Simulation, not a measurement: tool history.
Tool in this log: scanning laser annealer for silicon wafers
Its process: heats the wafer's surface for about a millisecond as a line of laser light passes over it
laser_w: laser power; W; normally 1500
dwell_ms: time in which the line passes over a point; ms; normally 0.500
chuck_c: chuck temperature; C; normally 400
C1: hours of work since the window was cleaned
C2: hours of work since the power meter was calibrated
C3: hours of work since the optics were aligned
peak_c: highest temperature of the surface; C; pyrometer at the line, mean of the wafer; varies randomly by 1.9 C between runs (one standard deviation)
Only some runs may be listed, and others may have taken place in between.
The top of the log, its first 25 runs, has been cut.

Run 26, hour 1041.5: usual settings but laser_w 1487 W, dwell_ms 0.368 ms, chuck_c 397 C; C1 340; C2 1076; C3 115. Result: peak_c 1027 C.
Run 27, hour 1070.4: usual settings but laser_w 1487 W, dwell_ms 0.368 ms, chuck_c 397 C; C1 356; C2 1092; C3 131. Result: peak_c 1026 C.
Run 28, hour 1114.4: usual settings but laser_w 1326 W, chuck_c 424 C; C1 379; C2 1115; C3 154. Result: peak_c 1054 C.
Run 29, hour 1141.7: usual settings but laser_w 1369 W, chuck_c 382 C; C1 394; C2 1129; C3 168. Result: peak_c 1031 C.
Run 30, hour 1175.8: usual settings but laser_w 1369 W, chuck_c 382 C; C1 412; C2 1147; C3 186. Result: peak_c 1032 C.
Run 31, hour 1223.4: usual settings but laser_w 1369 W, chuck_c 382 C; C1 437; C2 1173; C3 212. Result: peak_c 1029 C.
Run 32, hour 1283.1: usual settings but dwell_ms 0.548 ms, chuck_c 384 C; C1 468; C2 1204; C3 243. Result: peak_c 1134 C.
At hour 1319.0: window over the wafer cleaned.
Run 33, hour 1343.1: usual settings but dwell_ms 0.548 ms, chuck_c 384 C; C1 13; C2 1235; C3 274. Result: peak_c 1178 C.

Run 34 has not been measured yet. What should we expect?
Run 34, hour 1402.8: usual settings but laser_w 1355 W, dwell_ms 0.548 ms, chuck_c 439 C; C1 44; C2 1266; C3 306. Result: peak_c ?.

peak_c: 1138 C
On a tool with no hidden condition, and with the same random variation, this run would have come out at peak_c 1151 C.
